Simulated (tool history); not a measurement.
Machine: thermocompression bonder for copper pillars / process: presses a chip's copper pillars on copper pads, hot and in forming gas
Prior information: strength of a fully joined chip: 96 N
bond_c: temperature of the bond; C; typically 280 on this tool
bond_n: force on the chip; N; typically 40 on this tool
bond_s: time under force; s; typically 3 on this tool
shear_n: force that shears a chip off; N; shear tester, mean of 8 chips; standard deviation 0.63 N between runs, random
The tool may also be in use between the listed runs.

Run 1, hour 0: usual settings. Result: shear_n 34.2 N.
Run 2, hour 9: usual settings. Result: shear_n 34.5 N.
Run 3, hour 16: usual settings. Result: shear_n 34.5 N.
Run 4, hour 24.2: usual settings. Result: shear_n 34.4 N.
Run 5, hour 31.3: usual settings but bond_c 295 C. Result: shear_n 40.7 N.
Run 6, hour 45.5: usual settings. Result: shear_n 33.3 N.
Run 7, hour 57.9: usual settings. Result: shear_n 33.3 N.
Run 8, hour 73.7: usual settings. Result: shear_n 34.7 N.
Run 9, hour 82.7: usual settings. Result: shear_n 33.8 N.
Run 10, hour 93.4: usual settings. Result: shear_n 34.7 N.
Run 11, hour 102.3: usual settings. Result: shear_n 32.9 N.
Run 12, hour 114.1: usual settings but bond_n 32 N. Result: shear_n 26.2 N.
Run 13, hour 128.5: usual settings but bond_n 32 N. Result: shear_n 26.3 N.
Run 14, hour 136: usual settings but bond_n 32 N. Result: shear_n 25.9 N.
Run 15, hour 143.4: usual settings. Result: shear_n 34.5 N.
Run 16, hour 159.2: usual settings. Result: shear_n 33.2 N.
Run 17, hour 175.2: usual settings but bond_s 4 s. Result: shear_n 37.2 N.
Run 18, hour 185.5: usual settings but bond_s 4 s. Result: shear_n 37.4 N.
Run 19, hour 201.6: usual settings but bond_s 4 s. Result: shear_n 35.5 N.
Run 20, hour 211.3: usual settings but bond_c 270 C. Result: shear_n 29.3 N.
Run 21, hour 220.7: usual settings but bond_c 270 C. Result: shear_n 28.9 N.
Run 22, hour 234.1: usual settings but bond_c 283 C, bond_n 51 N, bond_s 4 s. Result: shear_n 48.4 N.
Run 23, hour 248: usual settings but bond_c 283 C, bond_n 51 N, bond_s 4 s. Result: shear_n 46.4 N.
Run 24, hour 262.4: usual settings but bond_c 283 C, bond_n 51 N, bond_s 4 s. Result: shear_n 47.6 N.
Run 25, hour 270.3: usual settings but bond_c 309 C, bond_n 25 N, bond_s 4 s. Result: shear_n 30.8 N.
Run 26, hour 279.6: usual settings but bond_c 309 C, bond_n 25 N, bond_s 4 s. Result: shear_n 30.7 N.
Run 27, hour 294.7: usual settings but bond_n 30 N, bond_s 4 s. Result: shear_n 27.6 N.
At hour 297.1: force cell calibrated.
Run 28, hour 306.1: usual settings but bond_n 30 N, bond_s 4 s. Result: shear_n 25.6 N.
Run 29, hour 314.5: usual settings but bond_c 297 C. Result: shear_n 39.5 N.
Run 30, hour 328.3: usual settings but bond_c 279 C, bond_n 24 N, bond_s 6 s. Result: shear_n 24.2 N.
Run 31, hour 335.5: usual settings but bond_c 278 C, bond_n 38 N. Result: shear_n 31.4 N.
Run 32, hour 348.4: usual settings but bond_c 295 C, bond_n 32 N, bond_s 2 s. Result: shear_n 25.4 N.
At hour 357.2: force cell calibrated, once more.
Run 33, hour 365.1: usual settings but bond_c 256 C, bond_n 25 N, bond_s 6 s. Result: shear_n 19.8 N.
Run 34, hour 372.2: usual settings but bond_n 50 N, bond_s 6 s. Result: shear_n 52.5 N.
Run 35, hour 381: usual settings but bond_c 264 C, bond_s 2 s. Result: shear_n 22.9 N.
Run 36, hour 393.2: usual settings but bond_c 264 C, bond_n 25 N, bond_s 2 s. Result: shear_n 13.3 N.
At hour 406.2: forming gas filter changed.
Run 37, hour 406.5: usual settings. Result: shear_n 35 N.
Run 38, hour 421.7: usual settings. Result: shear_n 34.8 N.
Run 39, hour 433.5: usual settings. Result: shear_n 35.1 N.
Run 40, hour 448.9: usual settings but bond_c 266 C, bond_n 27 N, bond_s 6 s. Result: shear_n 27.1 N.

3 ways to go on from here, each from the tool as it stands after run 40. What would each give?
Run A, hour 461.9: usual settings but bond_c 298 C, bond_n 36 N, bond_s 2 s. Result: shear_n ?.
Run B, hour 461.9: usual settings but bond_c 259 C, bond_n 51 N, bond_s 4 s. Result: shear_n ?.
Run C, hour 461.9: usual settings but bond_c 283 C, bond_n 56 N, bond_s 2 s. Result: shear_n ?.

run  shear_n
  A     31.9
  B     38.7
  C     42.6
With no hidden state in the tool, these same runs would have given:
run  shear_n
  A     35.4
  B     43.2
  C     46.9

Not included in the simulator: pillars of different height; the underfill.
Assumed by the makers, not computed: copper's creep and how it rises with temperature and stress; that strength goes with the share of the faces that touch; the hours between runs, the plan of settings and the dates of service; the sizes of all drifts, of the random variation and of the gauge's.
